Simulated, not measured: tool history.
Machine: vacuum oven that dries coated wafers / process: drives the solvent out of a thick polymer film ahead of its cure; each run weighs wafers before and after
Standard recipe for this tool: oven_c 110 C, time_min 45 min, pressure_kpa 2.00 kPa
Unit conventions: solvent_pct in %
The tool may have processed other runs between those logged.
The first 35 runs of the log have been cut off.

| run | hour | oven_c | time_min | pressure_kpa | hours of work since the thermocouples were calibrated | hours of work since the vacuum gauge was cleaned of residue | solvent_pct |
|---|---|---|---|---|---|---|---|
| 36 | 1279.2 | 119 | 69 | 4.17 | 75 | 31 | 2.01 |
| 37 | 1308.5 | 114 | 45 | 2.00 | 93 | 49 | 3.04 |
| 38 | 1333.1 | 114 | 45 | 2.00 | 108 | 64 | 3.08 |
| 39 | 1359.6 | 114 | 45 | 2.00 | 125 | 80 | 3.05 |
| 40 | 1398.3 | 114 | 45 | 2.00 | 149 | 104 | 3.05 |
| 41 | 1447.8 | 114 | 45 | 2.00 | 179 | 135 | 3.06 |
| 42 | 1482.5 | 103 | 35 | 1.75 | 201 | 156 | 6.44 |
| 43 | 1530.6 | 103 | 35 | 1.75 | 230 | 186 | 6.45 |
| 44 | 1565.0 | 103 | 35 | 1.75 | 252 | 207 | 6.43 |
| 45 | 1613.9 | 103 | 35 | 1.75 | 282 | 237 | 6.42 |
| 46 | 1637.8 | 100 | 35 | 7.79 | 297 | 252 | 10.09 |
| 47 | 1687.3 | 98 | 49 | 2.44 | 327 | 283 | 6.36 |

Branching from run 47: 4 alternative next runs. What would each branch give?
| A | 1725.3 | 96 | 80 | 1.01 | 351 | 306 | ? |
| B | 1725.3 | 112 | 44 | 3.28 | 351 | 306 | ? |
| C | 1725.3 | 116 | 57 | 2.55 | 351 | 306 | ? |
| D | 1725.3 | 119 | 61 | 2.06 | 351 | 306 | ? |

| run | solvent_pct |
|---|---|
| A | 3.68 |
| B | 4.02 |
| C | 2.12 |
| D | 1.44 |
With the hidden condition removed and each run's random variation left untouched, the same runs would have given:
| run | solvent_pct |
|---|---|
| A | 3.72 |
| B | 4.07 |
| C | 2.15 |
| D | 1.45 |
